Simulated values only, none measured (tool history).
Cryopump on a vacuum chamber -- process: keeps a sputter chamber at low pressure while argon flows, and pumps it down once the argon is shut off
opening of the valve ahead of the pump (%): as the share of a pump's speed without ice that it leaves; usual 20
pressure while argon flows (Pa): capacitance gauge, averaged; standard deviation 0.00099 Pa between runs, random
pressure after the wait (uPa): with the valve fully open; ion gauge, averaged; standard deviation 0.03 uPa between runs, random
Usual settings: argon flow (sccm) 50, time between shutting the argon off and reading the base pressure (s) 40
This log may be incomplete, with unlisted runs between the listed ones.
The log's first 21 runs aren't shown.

run   hour  argon flow (sccm)  time between shutting the argon off and reading the base pressure (s)  opening of the valve ahead of the pump (%)  pressure while argon flows (Pa)  pressure after the wait (uPa)
 22  387.1                 21                                                                     40                                          18                           0.1032                           1.99
 23  410.4                 21                                                                     40                                          18                           0.1017                           1.98
 24  438.4                 38                                                                    229                                          20                           0.1678                            0.8
 25  460.8                 94                                                                    293                                          34                           0.2502                           0.75
 26  483.8                 30                                                                     23                                          23                           0.1155                           2.87
 27  509.5                 30                                                                     23                                          23                           0.1159                           3.01
 28    536                 24                                                                     32                                          31                           0.0705                           2.35
 29  555.7                 83                                                                     71                                          28                           0.2693                            1.4
 30  568.3                 83                                                                     71                                          28                           0.2717                           1.44
 31  589.2                 83                                                                     71                                          28                             0.27                           1.45
 32  609.8                 62                                                                    223                                          43                            0.137                           0.91
 33    636                 91                                                                    223                                          45                           0.1937                           0.95
 34  658.8                 72                                                                    112                                          23                           0.2848                           1.21

3 ways to go on from here, each from the tool as it stands after run 34. What would each give?
  A  682.6                 24                                                                     27                                          49                                ?                              ?
  B  682.6                 72                                                                     27                                          23                                ?                              ?
  C  682.6                 32                                                                     75                                          20                                ?                              ?

run  pressure while argon flows (Pa)  pressure after the wait (uPa)
  A                           0.0474                           2.79
  B                           0.2828                           2.75
  C                           0.1435                           1.45
Take away the tool's hidden state, keep each run's random variation, and the runs would have read:
run  pressure while argon flows (Pa)  pressure after the wait (uPa)
  A                           0.0415                           2.21
  B                           0.2654                           2.18
  C                           0.1357                           0.88

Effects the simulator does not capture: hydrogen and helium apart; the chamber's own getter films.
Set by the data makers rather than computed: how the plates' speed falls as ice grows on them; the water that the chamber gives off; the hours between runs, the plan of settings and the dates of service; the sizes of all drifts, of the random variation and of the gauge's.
